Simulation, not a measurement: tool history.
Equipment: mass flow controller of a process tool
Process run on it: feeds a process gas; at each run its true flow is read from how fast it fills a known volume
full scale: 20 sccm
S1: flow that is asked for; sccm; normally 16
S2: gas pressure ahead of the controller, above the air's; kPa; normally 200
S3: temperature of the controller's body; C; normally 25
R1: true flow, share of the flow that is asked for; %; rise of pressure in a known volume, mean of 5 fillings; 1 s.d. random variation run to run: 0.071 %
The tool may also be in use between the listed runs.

Run 1, hour 0.0: usual settings. Result: R1 99.95 %.
Run 2, hour 171.2: usual settings but S1 4 sccm. Result: R1 99.32 %.
Run 3, hour 330.0: usual settings but S1 4 sccm. Result: R1 99.35 %.
Run 4, hour 532.4: usual settings but S3 24 C. Result: R1 100.00 %.
Run 5, hour 625.8: usual settings but S3 24 C. Result: R1 99.96 %.
Run 6, hour 768.5: usual settings but S3 24 C. Result: R1 99.94 %.
Run 7, hour 903.5: usual settings but S3 24 C. Result: R1 99.94 %.
Run 8, hour 1064.1: usual settings but S3 24 C. Result: R1 100.01 %.
Run 9, hour 1204.9: usual settings but S1 6 sccm. Result: R1 99.47 %.
Run 10, hour 1380.2: usual settings but S1 6 sccm. Result: R1 99.49 %.
Run 11, hour 1533.1: usual settings but S1 6 sccm. Result: R1 99.52 %.
Run 12, hour 1697.6: usual settings but S1 6 sccm. Result: R1 99.57 %.
Run 13, hour 1785.2: usual settings but S1 6 sccm. Result: R1 99.57 %.
Run 14, hour 1909.5: usual settings but S1 6 sccm. Result: R1 99.45 %.
Run 15, hour 2049.6: usual settings but S1 6 sccm. Result: R1 99.51 %.
Run 16, hour 2137.1: usual settings but S1 6 sccm. Result: R1 99.53 %.
Run 17, hour 2253.2: usual settings but S1 6 sccm, S2 214 kPa, S3 21 C. Result: R1 99.66 %.
Run 18, hour 2393.3: usual settings but S1 6 sccm, S2 214 kPa, S3 21 C. Result: R1 99.57 %.
Run 19, hour 2476.0: usual settings but S1 6 sccm, S2 214 kPa, S3 21 C. Result: R1 99.59 %.
Run 20, hour 2587.9: usual settings but S3 26 C. Result: R1 100.12 %.
Run 21, hour 2683.9: usual settings but S1 5 sccm, S2 269 kPa, S3 23 C. Result: R1 99.93 %.
Run 22, hour 2803.6: usual settings but S1 5 sccm, S2 269 kPa, S3 23 C. Result: R1 99.82 %.
Run 23, hour 2999.3: usual settings but S1 5 sccm, S2 269 kPa, S3 23 C. Result: R1 99.86 %.
Run 24, hour 3169.1: usual settings but S2 274 kPa, S3 31 C. Result: R1 100.53 %.
Run 25, hour 3342.7: usual settings but S1 5 sccm, S2 187 kPa, S3 20 C. Result: R1 99.43 %.
Run 26, hour 3517.0: usual settings but S1 5 sccm, S2 187 kPa, S3 33 C. Result: R1 98.92 %.
Run 27, hour 3698.2: usual settings but S1 5 sccm, S2 187 kPa, S3 33 C. Result: R1 99.18 %.
Run 28, hour 3804.0: usual settings but S1 2 sccm, S2 189 kPa, S3 33 C. Result: R1 97.61 %.

Below are 5 alternative next runs, each starting from the tool's condition after run 28. Predict each:
Run A, hour 3891.7: usual settings but S1 2 sccm, S2 154 kPa, S3 33 C. Result: R1 ?.
Run B, hour 3891.7: usual settings but S1 11 sccm, S3 23 C. Result: R1 ?.
Run C, hour 3891.7: usual settings but S3 22 C. Result: R1 ?.
Run D, hour 3891.7: usual settings but S1 13 sccm, S2 237 kPa. Result: R1 ?.
Run E, hour 3891.7: usual settings but S1 2 sccm, S2 189 kPa, S3 23 C. Result: R1 ?.

run      R1
  A   97.18
  B  100.07
  C  100.36
  D  100.30
  E   97.83
Without the tool's hidden state the same runs would have given:
run      R1
  A   98.94
  B   99.90
  C  100.05
  D  100.06
  E   99.59
